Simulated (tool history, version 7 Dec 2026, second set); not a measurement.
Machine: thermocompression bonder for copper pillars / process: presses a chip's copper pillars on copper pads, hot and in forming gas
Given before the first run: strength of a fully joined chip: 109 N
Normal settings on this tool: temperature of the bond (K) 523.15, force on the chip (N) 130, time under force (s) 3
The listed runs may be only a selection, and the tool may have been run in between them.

run   hour  temperature of the bond (K)  force on the chip (N)  time under force (s)  force that shears a chip off (N)
  1      0                       523.15                    130                     3                              77.5
  2      8                       530.15                    130                     3                                82
  3   16.4                       530.15                    130                     3                              81.4
  4   22.4                       541.15                    130                     3                              87.2
  5   29.4                       541.15                    130                     3                              87.7
  6   36.6                       517.15                    130                     3                              73.3
  7     44                       523.15                    130                     3                              76.7
  8   53.1                       523.15                    130                     3                              76.9
  9   59.3                       533.15                    130                     3                                83
 10   64.1                       533.15                    130                     3                              82.3
      66.8  -- heater calibrated with a thermocouple chip
 11   69.9                       533.15                    130                     3                              81.6
 12     76                       495.15                     80                     2                              36.6
      82.5  -- heater calibrated with a thermocouple chip, once more
 13   86.5                       495.15                     80                     2                              40.1
 14   90.3                       511.15                     88                     7                              76.4
 15   99.2                       497.15                    154                     2                                60
 16  103.2                       513.15                    154                     5                              87.3

Alternative continuations, all from the tool just after run 16; predict every row:
  A  112.3                       548.15                    154                     5                                 ?
  B  112.3                       513.15                    147                     6                                 ?
  C  112.3                       501.15                    154                     2                                 ?
  D  112.3                       553.15                    122                     7                                 ?
  E  112.3                       513.15                    182                     4                                 ?

run  force that shears a chip off (N)
  A                              99.5
  B                              88.2
  C                              62.1
  D                             101.1
  E                              87.9
The same runs, with their run-to-run variation unchanged, on a tool lacking any hidden condition would have given:
run  force that shears a chip off (N)
  A                             101.6
  B                              90.3
  C                              63.8
  D                             103.2
  E                                90
